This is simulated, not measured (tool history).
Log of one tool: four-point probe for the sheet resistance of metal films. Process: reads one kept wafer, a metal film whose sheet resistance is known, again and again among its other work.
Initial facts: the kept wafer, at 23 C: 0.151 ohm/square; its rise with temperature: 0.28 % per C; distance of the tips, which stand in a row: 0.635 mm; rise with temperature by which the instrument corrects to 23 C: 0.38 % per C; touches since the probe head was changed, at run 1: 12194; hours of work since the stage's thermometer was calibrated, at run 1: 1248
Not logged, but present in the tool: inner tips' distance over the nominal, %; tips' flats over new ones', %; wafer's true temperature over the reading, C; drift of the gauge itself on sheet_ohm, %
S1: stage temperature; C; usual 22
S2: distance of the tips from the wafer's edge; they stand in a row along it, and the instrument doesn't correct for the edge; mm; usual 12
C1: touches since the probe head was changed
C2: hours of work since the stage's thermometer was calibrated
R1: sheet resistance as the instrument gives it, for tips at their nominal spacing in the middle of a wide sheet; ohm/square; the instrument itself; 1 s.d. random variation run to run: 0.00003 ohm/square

{"run": 1, "hour": 0.0, "S1": 22, "S2": 12, "C1": 12194, "C2": 1248, "R1": 0.151854}
{"run": 2, "hour": 16.8, "S1": 22, "S2": 47, "C1": 12534, "C2": 1256, "R1": 0.151563}
{"run": 3, "hour": 50.5, "S1": 22, "S2": 12, "C1": 13214, "C2": 1271, "R1": 0.151828}
{"run": 4, "hour": 89.2, "S1": 22, "S2": 12, "C1": 13993, "C2": 1289, "R1": 0.151761}
{"run": 5, "hour": 110.2, "S1": 22, "S2": 12, "C1": 14417, "C2": 1298, "R1": 0.151806}
{"run": 6, "hour": 131.3, "S1": 23, "S2": 12, "C1": 14842, "C2": 1308, "R1": 0.1516}
{"run": 7, "hour": 157.8, "S1": 29, "S2": 12, "C1": 15378, "C2": 1320, "R1": 0.150768}
{"run": 8, "hour": 176.5, "S1": 29, "S2": 12, "C1": 15754, "C2": 1328, "R1": 0.150788}
{"run": 9, "hour": 208.8, "S1": 29, "S2": 12, "C1": 16406, "C2": 1343, "R1": 0.150748}
{"run": 10, "hour": 241.6, "S1": 29, "S2": 12, "C1": 17068, "C2": 1358, "R1": 0.150825}
{"run": 11, "hour": 262.2, "S1": 29, "S2": 12, "C1": 17483, "C2": 1367, "R1": 0.150757}
{"run": 12, "hour": 296.7, "S1": 29, "S2": 12, "C1": 18179, "C2": 1383, "R1": 0.150753}
{"run": 13, "hour": 336.9, "S1": 22, "S2": 10, "C1": 18990, "C2": 1401, "R1": 0.15187}
{"run": 14, "hour": 374.0, "S1": 22, "S2": 10, "C1": 19739, "C2": 1418, "R1": 0.151846}
{"run": 15, "hour": 404.0, "S1": 22, "S2": 10, "C1": 20345, "C2": 1431, "R1": 0.151915}
{"run": 16, "hour": 435.2, "S1": 22, "S2": 10, "C1": 20973, "C2": 1445, "R1": 0.151808}
{"run": 17, "hour": 452.4, "S1": 22, "S2": 10, "C1": 21321, "C2": 1453, "R1": 0.151827}
{"run": 18, "hour": 477.4, "S1": 22, "S2": 10, "C1": 21824, "C2": 1465, "R1": 0.151782}
{"run": 19, "hour": 514.7, "S1": 22, "S2": 10, "C1": 22577, "C2": 1481, "R1": 0.151792}
{"run": 20, "hour": 544.2, "S1": 22, "S2": 10, "C1": 23173, "C2": 1495, "R1": 0.151796}
{"run": 21, "hour": 577.0, "S1": 22, "S2": 10, "C1": 23834, "C2": 1510, "R1": 0.151796}
{"run": 22, "hour": 601.1, "S1": 22, "S2": 10, "C1": 24320, "C2": 1521, "R1": 0.151753}
{"run": 23, "hour": 640.2, "S1": 28, "S2": 35, "C1": 25110, "C2": 1538, "R1": 0.150548}
{"run": 24, "hour": 660.2, "S1": 28, "S2": 35, "C1": 25513, "C2": 1547, "R1": 0.15064}
{"run": 25, "hour": 689.9, "S1": 22, "S2": 7, "C1": 26112, "C2": 1561, "R1": 0.152124}
{"run": 26, "hour": 716.3, "S1": 18, "S2": 7, "C1": 26645, "C2": 1573, "R1": 0.152727}
{"run": 27, "hour": 749.4, "S1": 26, "S2": 9, "C1": 27312, "C2": 1588, "R1": 0.151281}
{"run": 28, "hour": 774.0, "S1": 26, "S2": 9, "C1": 27809, "C2": 1599, "R1": 0.151256}
{"hour": 778.0, "done": "stage's thermometer calibrated"}
{"run": 29, "hour": 811.3, "S1": 26, "S2": 9, "C1": 28551, "C2": 15, "R1": 0.151147}
{"run": 30, "hour": 827.8, "S1": 26, "S2": 29, "C1": 28884, "C2": 23, "R1": 0.150767}
{"hour": 855.5, "done": "stage's thermometer calibrated, once more"}
{"run": 31, "hour": 856.2, "S1": 26, "S2": 29, "C1": 29446, "C2": 0, "R1": 0.151064}
{"run": 32, "hour": 893.1, "S1": 19, "S2": 29, "C1": 30190, "C2": 17, "R1": 0.152042}
{"run": 33, "hour": 917.8, "S1": 26, "S2": 6, "C1": 30690, "C2": 28, "R1": 0.151928}
{"run": 34, "hour": 934.2, "S1": 35, "S2": 4, "C1": 31020, "C2": 36, "R1": 0.151722}
{"run": 35, "hour": 956.6, "S1": 29, "S2": 30, "C1": 31471, "C2": 46, "R1": 0.150581}
{"run": 36, "hour": 981.4, "S1": 34, "S2": 55, "C1": 31973, "C2": 57, "R1": 0.149862}
{"run": 37, "hour": 1003.3, "S1": 21, "S2": 7, "C1": 32414, "C2": 67, "R1": 0.15238}
{"run": 38, "hour": 1038.2, "S1": 18, "S2": 39, "C1": 33117, "C2": 83, "R1": 0.152206}
{"run": 39, "hour": 1076.2, "S1": 20, "S2": 14, "C1": 33885, "C2": 100, "R1": 0.152037}
{"run": 40, "hour": 1094.2, "S1": 20, "S2": 14, "C1": 34249, "C2": 108, "R1": 0.151979}
{"run": 41, "hour": 1131.9, "S1": 20, "S2": 14, "C1": 35008, "C2": 125, "R1": 0.152019}
{"run": 42, "hour": 1155.6, "S1": 26, "S2": 29, "C1": 35486, "C2": 136, "R1": 0.150938}
{"run": 43, "hour": 1194.5, "S1": 24, "S2": 4, "C1": 36271, "C2": 153, "R1": 0.153188}
{"run": 44, "hour": 1215.4, "S1": 21, "S2": 61, "C1": 36693, "C2": 163, "R1": 0.151611}

Each row is a separate what-if for the run after 44, all from the same tool condition, not one after another. Results?
{"run": "A", "hour": 1231.8, "S1": 33, "S2": 52, "C1": 37023, "C2": 170, "R1": "?"}
{"run": "B", "hour": 1231.8, "S1": 22, "S2": 3, "C1": 37023, "C2": 170, "R1": "?"}
{"run": "C", "hour": 1231.8, "S1": 28, "S2": 5, "C1": 37023, "C2": 170, "R1": "?"}
{"run": "D", "hour": 1231.8, "S1": 30, "S2": 15, "C1": 37023, "C2": 170, "R1": "?"}

run=A R1=0.149917
run=B R1=0.155065
run=C R1=0.151874
run=D R1=0.150501
What these runs would have given with no unlogged condition in the tool:
run=A R1=0.149579
run=B R1=0.154716
run=C R1=0.151532
run=D R1=0.150162

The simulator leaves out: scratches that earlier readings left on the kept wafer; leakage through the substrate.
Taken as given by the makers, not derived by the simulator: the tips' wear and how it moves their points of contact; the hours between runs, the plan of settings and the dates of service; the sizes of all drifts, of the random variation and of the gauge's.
